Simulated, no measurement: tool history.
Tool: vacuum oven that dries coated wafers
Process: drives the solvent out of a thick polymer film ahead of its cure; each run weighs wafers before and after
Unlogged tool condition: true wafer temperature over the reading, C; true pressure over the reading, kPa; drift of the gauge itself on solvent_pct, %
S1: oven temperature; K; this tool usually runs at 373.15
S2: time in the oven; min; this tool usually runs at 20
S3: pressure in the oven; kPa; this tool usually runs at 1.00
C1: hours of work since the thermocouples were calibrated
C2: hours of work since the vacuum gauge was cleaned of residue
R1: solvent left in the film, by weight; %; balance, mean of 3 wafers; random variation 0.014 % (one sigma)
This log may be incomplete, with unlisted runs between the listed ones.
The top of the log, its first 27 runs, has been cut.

{"run": 28, "day": 18.379, "S1": 360.15, "S2": 13, "S3": 1.29, "C1": 265, "C2": 337, "R1": 6.78}
{"run": 29, "day": 19.142, "S1": 378.15, "S2": 14, "S3": 1.24, "C1": 273, "C2": 346, "R1": 2.22}
{"run": 30, "day": 20.021, "S1": 374.15, "S2": 14, "S3": 1.24, "C1": 283, "C2": 355, "R1": 3.1}
{"run": 31, "day": 20.517, "S1": 374.15, "S2": 14, "S3": 1.24, "C1": 288, "C2": 360, "R1": 3.08}
{"run": 32, "day": 21.017, "S1": 387.15, "S2": 18, "S3": 1.23, "C1": 293, "C2": 366, "R1": 0.6}
{"run": 33, "day": 21.717, "S1": 387.15, "S2": 18, "S3": 1.23, "C1": 301, "C2": 373, "R1": 0.6}
{"run": 34, "day": 22.55, "S1": 363.15, "S2": 20, "S3": 1.23, "C1": 310, "C2": 382, "R1": 4.4}
{"run": 35, "day": 23.342, "S1": 363.15, "S2": 20, "S3": 1.23, "C1": 318, "C2": 391, "R1": 4.39}
{"run": 36, "day": 23.704, "S1": 362.15, "S2": 20, "S3": 1.0, "C1": 322, "C2": 395, "R1": 4.53}
{"run": 37, "day": 24.508, "S1": 362.15, "S2": 20, "S3": 1.0, "C1": 331, "C2": 403, "R1": 4.53}
{"run": 38, "day": 25.204, "S1": 362.15, "S2": 20, "S3": 1.0, "C1": 339, "C2": 411, "R1": 4.54}
{"run": 39, "day": 25.983, "S1": 373.15, "S2": 19, "S3": 1.0, "C1": 347, "C2": 419, "R1": 2.13}
{"run": 40, "day": 26.571, "S1": 373.15, "S2": 19, "S3": 1.0, "C1": 353, "C2": 426, "R1": 2.14}
{"run": 41, "day": 27.029, "S1": 382.15, "S2": 19, "S3": 1.42, "C1": 358, "C2": 431, "R1": 0.97}
{"run": 42, "day": 27.6, "S1": 363.15, "S2": 29, "S3": 0.55, "C1": 364, "C2": 437, "R1": 2.61}
{"run": 43, "day": 28.262, "S1": 363.15, "S2": 29, "S3": 1.19, "C1": 372, "C2": 444, "R1": 2.97}
{"run": 44, "day": 28.942, "S1": 363.15, "S2": 29, "S3": 3.18, "C1": 379, "C2": 451, "R1": 4.07}
{"run": 45, "day": 29.708, "S1": 376.15, "S2": 17, "S3": 3.18, "C1": 387, "C2": 459, "R1": 2.72}
{"run": 46, "day": 30.121, "S1": 373.15, "S2": 20, "S3": 0.54, "C1": 392, "C2": 464, "R1": 1.78}
{"run": 47, "day": 30.671, "S1": 383.15, "S2": 20, "S3": 3.2, "C1": 398, "C2": 470, "R1": 1.37}
{"run": 48, "day": 31.421, "S1": 383.15, "S2": 12, "S3": 3.2, "C1": 406, "C2": 478, "R1": 2.36}

3 options for the next run, each taken on its own from the tool as it stands now. Forecast them:
{"run": "A", "day": 31.788, "S1": 373.15, "S2": 35, "S3": 1.12, "C1": 410, "C2": 482, "R1": "?"}
{"run": "B", "day": 31.788, "S1": 367.15, "S2": 20, "S3": 1.0, "C1": 410, "C2": 482, "R1": "?"}
{"run": "C", "day": 31.788, "S1": 379.15, "S2": 17, "S3": 2.73, "C1": 410, "C2": 482, "R1": "?"}

run=A R1=0.87
run=B R1=3.28
run=C R1=2.00
What these runs would have given with no unlogged condition in the tool:
run=A R1=0.86
run=B R1=3.27
run=C R1=2.00

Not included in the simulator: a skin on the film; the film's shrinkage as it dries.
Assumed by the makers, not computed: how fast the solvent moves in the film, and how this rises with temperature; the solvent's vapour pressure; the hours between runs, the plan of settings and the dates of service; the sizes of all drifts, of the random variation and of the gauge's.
